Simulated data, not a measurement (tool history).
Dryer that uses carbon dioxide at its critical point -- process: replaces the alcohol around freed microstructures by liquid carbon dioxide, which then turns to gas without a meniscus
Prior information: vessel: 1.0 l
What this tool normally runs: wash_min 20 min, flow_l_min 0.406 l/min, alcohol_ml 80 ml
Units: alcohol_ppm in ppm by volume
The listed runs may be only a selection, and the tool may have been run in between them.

run   hour  wash_min  flow_l_min  alcohol_ml  alcohol_ppm
  1      0        20       0.406          80          186
  2   20.9        19       0.406          80          251
  3   45.4        20       0.406          80          188
  4   68.7        20       0.406          80          194
  5   81.9        20       0.406          80          203
  6   94.9        20       0.406          80          201
  7  117.8        20       0.406          80          198
  8  136.1        20       0.406          80          214
  9  153.6        20       0.406          80          211
 10  180.1        20       0.406          49          162
 11  203.1        20       0.406          49          169
 12  213.9        14       0.406          80          942
 13  233.5        20       0.476          80          136
 14  258.1        20       0.476          80          141
 15  283.7        20       0.476          80          143
 16  300.2        20       0.476          80          151
 17  323.3        20       0.476          80          141
 18  342.4        20       0.476          80          149
 19  361.9        20       0.476          80          148
 20  375.9        20       0.476          80          152
 21  396.5        20       0.406          80          252
 22    410        20       0.406          80          237
 23  424.5        20       0.406          80          252
     445.8  -- purifier's bed changed
 24    454        20       0.406          80          152
 25    480        20       0.406          80          156
 26  497.9        20       0.406          80          163
 27  513.1        20       0.406          80          153
 28  533.8        20       0.406          80          154
 29  556.4        20       0.406          80          153
 30  575.8        29        0.58          80           12
 31  588.9        29        0.58          80           18
 32  600.9        14       0.429          95          932
 33    623        14       0.429          95          915
 34  636.3        21       0.251          80         1305
 35  649.8        18       0.506          69           87
 36  667.1        20       0.623          80           23
 37    689        20       0.623          74           29
 38  708.7        21       0.374          67          183
 39  719.4        13       0.621          59          149
 40  734.7        13       0.621          59          153
 41  757.8        20       0.627          80           37
 42  782.7        20       0.627          80           36
 43    797        20       0.627          80           45
 44    817        14       0.406          80         1065
 45  838.7        14       0.406          31          435
 46  860.5        20       0.523          31           58
 47  871.7        20       0.406         109          256

Predict each of these 4 candidate next runs independently; none follows another, all start after run 47:
  A  893.8        20       0.406          59            ?
  B  893.8        20       0.567          66            ?
  C  893.8        17       0.689          30            ?
  D  893.8        14       0.406         109            ?

run  alcohol_ppm
  A          167
  B           46
  C           48
  D         1476
With no hidden state in the tool, these same runs would have given:
run  alcohol_ppm
  A           80
  B            1
  C            8
  D          995

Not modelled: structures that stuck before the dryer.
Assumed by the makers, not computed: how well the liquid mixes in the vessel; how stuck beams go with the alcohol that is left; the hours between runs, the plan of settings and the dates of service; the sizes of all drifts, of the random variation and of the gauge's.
